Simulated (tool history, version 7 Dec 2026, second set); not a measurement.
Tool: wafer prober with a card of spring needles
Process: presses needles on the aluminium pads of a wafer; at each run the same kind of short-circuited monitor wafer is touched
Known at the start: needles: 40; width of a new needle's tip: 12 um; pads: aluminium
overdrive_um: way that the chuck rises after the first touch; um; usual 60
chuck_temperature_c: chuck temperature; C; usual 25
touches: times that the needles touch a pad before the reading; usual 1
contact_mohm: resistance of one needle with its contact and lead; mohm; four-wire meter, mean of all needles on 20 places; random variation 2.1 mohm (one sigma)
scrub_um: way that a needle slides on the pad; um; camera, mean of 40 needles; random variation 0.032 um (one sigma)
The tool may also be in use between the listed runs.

{"run": 1, "day": 0.0, "overdrive_um": 60, "chuck_temperature_c": 25, "touches": 1, "contact_mohm": 230, "scrub_um": 13.43}
{"day": 0.525, "done": "tips cleaned on abrasive film"}
{"day": 0.954, "done": "tips cleaned on abrasive film"}
{"day": 1.421, "done": "tips cleaned on abrasive film"}
{"run": 2, "day": 1.421, "overdrive_um": 60, "chuck_temperature_c": 90, "touches": 1, "contact_mohm": 251, "scrub_um": 13.5}
{"day": 1.846, "done": "tips cleaned on abrasive film"}
{"day": 2.379, "done": "tips cleaned on abrasive film"}
{"day": 2.808, "done": "tips cleaned on abrasive film"}
{"day": 3.138, "done": "height of the first contact set anew"}
{"run": 3, "day": 3.146, "overdrive_um": 69, "chuck_temperature_c": 25, "touches": 1, "contact_mohm": 231, "scrub_um": 15.51}
{"day": 3.254, "done": "tips cleaned on abrasive film"}
{"day": 3.783, "done": "tips cleaned on abrasive film"}
{"day": 4.208, "done": "tips cleaned on abrasive film"}
{"day": 4.638, "done": "tips cleaned on abrasive film"}
{"day": 5.162, "done": "tips cleaned on abrasive film"}
{"run": 4, "day": 5.546, "overdrive_um": 44, "chuck_temperature_c": 25, "touches": 1, "contact_mohm": 234, "scrub_um": 9.92}
{"day": 5.658, "done": "tips cleaned on abrasive film"}
{"day": 6.083, "done": "tips cleaned on abrasive film"}
{"day": 6.617, "done": "tips cleaned on abrasive film"}
{"day": 7.042, "done": "tips cleaned on abrasive film"}
{"run": 5, "day": 7.338, "overdrive_um": 60, "chuck_temperature_c": 49, "touches": 1, "contact_mohm": 240, "scrub_um": 13.51}
{"day": 7.55, "done": "tips cleaned on abrasive film"}
{"day": 8.079, "done": "tips cleaned on abrasive film"}
{"day": 8.608, "done": "tips cleaned on abrasive film"}
{"day": 9.038, "done": "tips cleaned on abrasive film"}
{"run": 6, "day": 9.142, "overdrive_um": 60, "chuck_temperature_c": 49, "touches": 1, "contact_mohm": 240, "scrub_um": 13.46}
{"day": 9.567, "done": "tips cleaned on abrasive film"}
{"day": 9.992, "done": "tips cleaned on abrasive film"}
{"run": 7, "day": 10.175, "overdrive_um": 60, "chuck_temperature_c": 49, "touches": 2, "contact_mohm": 239, "scrub_um": 13.49}
{"day": 10.496, "done": "tips cleaned on abrasive film"}
{"day": 10.925, "done": "tips cleaned on abrasive film"}
{"day": 11.35, "done": "tips cleaned on abrasive film"}
{"day": 11.883, "done": "tips cleaned on abrasive film"}
{"day": 12.308, "done": "tips cleaned on abrasive film"}
{"run": 8, "day": 12.417, "overdrive_um": 60, "chuck_temperature_c": 49, "touches": 2, "contact_mohm": 239, "scrub_um": 13.52}
{"day": 12.742, "done": "tips cleaned on abrasive film"}
{"day": 13.271, "done": "tips cleaned on abrasive film"}
{"day": 13.696, "done": "tips cleaned on abrasive film"}
{"day": 14.125, "done": "tips cleaned on abrasive film"}
{"run": 9, "day": 14.35, "overdrive_um": 60, "chuck_temperature_c": 49, "touches": 2, "contact_mohm": 241, "scrub_um": 13.5}
{"day": 14.562, "done": "tips cleaned on abrasive film"}
{"day": 14.992, "done": "tips cleaned on abrasive film"}
{"day": 15.417, "done": "tips cleaned on abrasive film"}
{"day": 15.95, "done": "tips cleaned on abrasive film"}
{"run": 10, "day": 16.042, "overdrive_um": 60, "chuck_temperature_c": 49, "touches": 2, "contact_mohm": 239, "scrub_um": 13.54}
{"day": 16.471, "done": "tips cleaned on abrasive film"}
{"day": 17.004, "done": "tips cleaned on abrasive film"}
{"day": 17.529, "done": "tips cleaned on abrasive film"}
{"day": 17.954, "done": "tips cleaned on abrasive film"}
{"day": 18.429, "done": "tips cleaned on abrasive film"}
{"run": 11, "day": 18.429, "overdrive_um": 46, "chuck_temperature_c": 25, "touches": 2, "contact_mohm": 237, "scrub_um": 10.41}
{"day": 18.854, "done": "tips cleaned on abrasive film"}
{"day": 19.283, "done": "tips cleaned on abrasive film"}
{"day": 19.508, "done": "height of the first contact set anew"}
{"day": 19.721, "done": "tips cleaned on abrasive film"}
{"day": 20.15, "done": "tips cleaned on abrasive film"}
{"day": 20.575, "done": "tips cleaned on abrasive film"}
{"run": 12, "day": 20.621, "overdrive_um": 46, "chuck_temperature_c": 50, "touches": 1, "contact_mohm": 247, "scrub_um": 10.41}
{"day": 21.05, "done": "tips cleaned on abrasive film"}
{"day": 21.475, "done": "tips cleaned on abrasive film"}
{"day": 21.904, "done": "tips cleaned on abrasive film"}
{"day": 22.329, "done": "tips cleaned on abrasive film"}
{"day": 22.758, "done": "tips cleaned on abrasive film"}
{"run": 13, "day": 22.883, "overdrive_um": 46, "chuck_temperature_c": 80, "touches": 2, "contact_mohm": 251, "scrub_um": 10.37}
{"day": 23.204, "done": "tips cleaned on abrasive film"}
{"day": 23.629, "done": "tips cleaned on abrasive film"}
{"day": 24.058, "done": "tips cleaned on abrasive film"}
{"day": 24.592, "done": "tips cleaned on abrasive film"}
{"run": 14, "day": 24.842, "overdrive_um": 67, "chuck_temperature_c": 103, "touches": 1, "contact_mohm": 252, "scrub_um": 15.2}
{"day": 25.058, "done": "tips cleaned on abrasive film"}
{"day": 25.583, "done": "tips cleaned on abrasive film"}
{"run": 15, "day": 25.846, "overdrive_um": 50, "chuck_temperature_c": 35, "touches": 2, "contact_mohm": 236, "scrub_um": 11.33}
{"day": 26.062, "done": "tips cleaned on abrasive film"}
{"day": 26.592, "done": "tips cleaned on abrasive film"}
{"day": 27.017, "done": "tips cleaned on abrasive film"}
{"day": 27.442, "done": "tips cleaned on abrasive film"}
{"day": 27.871, "done": "tips cleaned on abrasive film"}
{"run": 16, "day": 28.188, "overdrive_um": 76, "chuck_temperature_c": 35, "touches": 3, "contact_mohm": 232, "scrub_um": 17.2}
{"day": 28.304, "done": "tips cleaned on abrasive film"}
{"day": 28.729, "done": "tips cleaned on abrasive film"}
{"day": 29.258, "done": "tips cleaned on abrasive film"}
{"day": 29.683, "done": "tips cleaned on abrasive film"}
{"day": 30.217, "done": "tips cleaned on abrasive film"}
{"run": 17, "day": 30.342, "overdrive_um": 45, "chuck_temperature_c": 42, "touches": 1, "contact_mohm": 241, "scrub_um": 10.2}
{"day": 30.654, "done": "tips cleaned on abrasive film"}
{"day": 31.083, "done": "tips cleaned on abrasive film"}
{"run": 18, "day": 31.371, "overdrive_um": 60, "chuck_temperature_c": 64, "touches": 1, "contact_mohm": 245, "scrub_um": 13.62}
{"day": 31.583, "done": "tips cleaned on abrasive film"}
{"day": 32.012, "done": "tips cleaned on abrasive film"}
{"day": 32.546, "done": "tips cleaned on abrasive film"}
{"day": 32.971, "done": "tips cleaned on abrasive film"}
{"run": 19, "day": 32.988, "overdrive_um": 40, "chuck_temperature_c": 64, "touches": 2, "contact_mohm": 252, "scrub_um": 9.09}

Measured less the same run without the tool's hidden state. The same run-to-run variation is in both; the gauge's scatter may not be:
The hidden state here: debris on the tips, nm; way that the needles fall short of the set height, um; tips' diameter, um; drift of the gauge itself on contact_mohm, %; drift of the gauge itself on scrub_um, %.
run=1 scrub_um=+0
run=2 scrub_um=+0.01
run=3 scrub_um=+0.02
run=4 scrub_um=+0.02
run=5 scrub_um=+0.04
run=6 scrub_um=+0.05
run=7 scrub_um=+0.06
run=8 scrub_um=+0.07
run=9 scrub_um=+0.08
run=10 scrub_um=+0.09
run=11 scrub_um=+0.08
run=12 scrub_um=+0.09
run=13 scrub_um=+0.1
run=14 scrub_um=+0.16
run=15 scrub_um=+0.13
run=16 scrub_um=+0.2
run=17 scrub_um=+0.13
run=18 scrub_um=+0.18
run=19 scrub_um=+0.13
contact_mohm: within 1 mohm of the measured result in every run.
